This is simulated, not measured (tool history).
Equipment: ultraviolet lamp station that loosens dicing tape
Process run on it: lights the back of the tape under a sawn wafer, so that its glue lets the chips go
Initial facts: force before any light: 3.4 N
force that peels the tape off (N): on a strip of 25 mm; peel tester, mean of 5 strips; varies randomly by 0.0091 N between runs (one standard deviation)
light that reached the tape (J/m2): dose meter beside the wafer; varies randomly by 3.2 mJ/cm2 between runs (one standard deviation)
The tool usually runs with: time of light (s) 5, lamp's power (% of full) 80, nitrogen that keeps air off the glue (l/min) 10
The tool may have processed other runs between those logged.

run,day,time of light (s),lamp's power (% of full),nitrogen that keeps air off the glue (l/min),force that peels the tape off (N),light that reached the tape (J/m2)
1,0.000,5,80,10,0.585,3720
2,1.646,5,80,10,0.631,3670
3,2.350,5,80,10,0.612,3650
4,3.554,5,80,4,0.958,3590
5,4.646,5,80,10,0.626,3540
6,5.375,5,81,10,0.610,3590
7,6.296,5,81,6,0.784,3590
8,7.079,5,80,10,0.641,3510
9,7.888,5,80,10,0.645,3490
10,8.950,5,80,10,0.640,3500
11,9.696,5,80,10,0.638,3440
12,11.183,5,80,10,0.654,3400
13,12.033,5,80,10,0.659,3410
14,13.246,5,80,10,0.667,3390
15,14.142,5,80,10,0.651,3390
16,15.275,5,80,4,1.087,3330
17,15.962,5,80,4,1.038,3320
# day 16.692: window cleaned of glue's vapour
18,17.562,5,80,10,0.666,3390
19,18.929,5,80,10,0.639,3400
20,20.354,5,80,10,0.740,3380
# day 20.767: lamp changed
21,21.208,5,80,10,0.400,4860
22,22.029,2,80,10,1.281,1910
23,23.117,10,66,10,0.207,8020
24,23.800,10,76,6,0.221,9100
25,24.829,4,76,18,0.450,3640
26,25.675,4,85,18,0.386,4050
27,27.083,5,73,13,0.392,4350
28,28.358,3,88,12,0.685,3080
29,29.079,3,62,12,1.045,2170
30,30.575,3,62,12,1.104,2140
31,31.375,3,62,12,1.088,2140
32,32.275,6,73,11,0.353,4970
33,33.254,9,78,11,0.203,8040
34,34.154,3,86,10,0.791,2960
35,34.842,7,86,9,0.262,6810
36,36.033,5,80,5,0.655,4500
37,37.154,5,80,5,0.684,4440
38,38.188,5,80,5,0.674,4430
39,38.996,5,80,5,0.695,4430
40,39.658,4,80,4,1.009,3530
41,41.229,4,80,4,1.036,3510
42,42.567,5,80,10,0.478,4380
43,44.033,5,80,10,0.465,4310
44,45.467,5,80,6,0.659,4230

Table of differences, measured result less the result of that run with no hidden state. Run-to-run variation is the same in both. Gauge scatter possibly is not:
Unlogged tool condition in this case: lamp's light, % of a new lamp's; light that the window lets through, % of a clean one's; drift of the gauge itself on peel_n, %; drift of the gauge itself on dose_mj_cm2, %.
run,force that peels the tape off (N),light that reached the tape (J/m2)
1,+0.215,-1280
2,+0.232,-1300
3,+0.230,-1330
4,+0.324,-1350
5,+0.244,-1380
6,+0.239,-1420
7,+0.298,-1430
8,+0.260,-1430
9,+0.262,-1450
10,+0.264,-1490
11,+0.267,-1490
12,+0.280,-1530
13,+0.281,-1560
14,+0.290,-1580
15,+0.290,-1610
16,+0.428,-1630
17,+0.414,-1660
18,+0.283,-1520
19,+0.276,-1570
20,+0.323,-1600
21,+0.012,-100
22,+0.027,-50
23,+0.005,-230
24,+0.007,-300
25,+0.026,-140
26,+0.024,-180
27,+0.030,-220
28,+0.052,-190
29,+0.067,-130
30,+0.079,-150
31,+0.084,-170
32,+0.038,-400
33,+0.012,-700
34,+0.087,-270
35,+0.027,-650
36,+0.087,-470
37,+0.096,-500
38,+0.100,-520
39,+0.106,-550
40,+0.133,-450
41,+0.145,-480
42,+0.088,-630
43,+0.094,-670
44,+0.132,-700
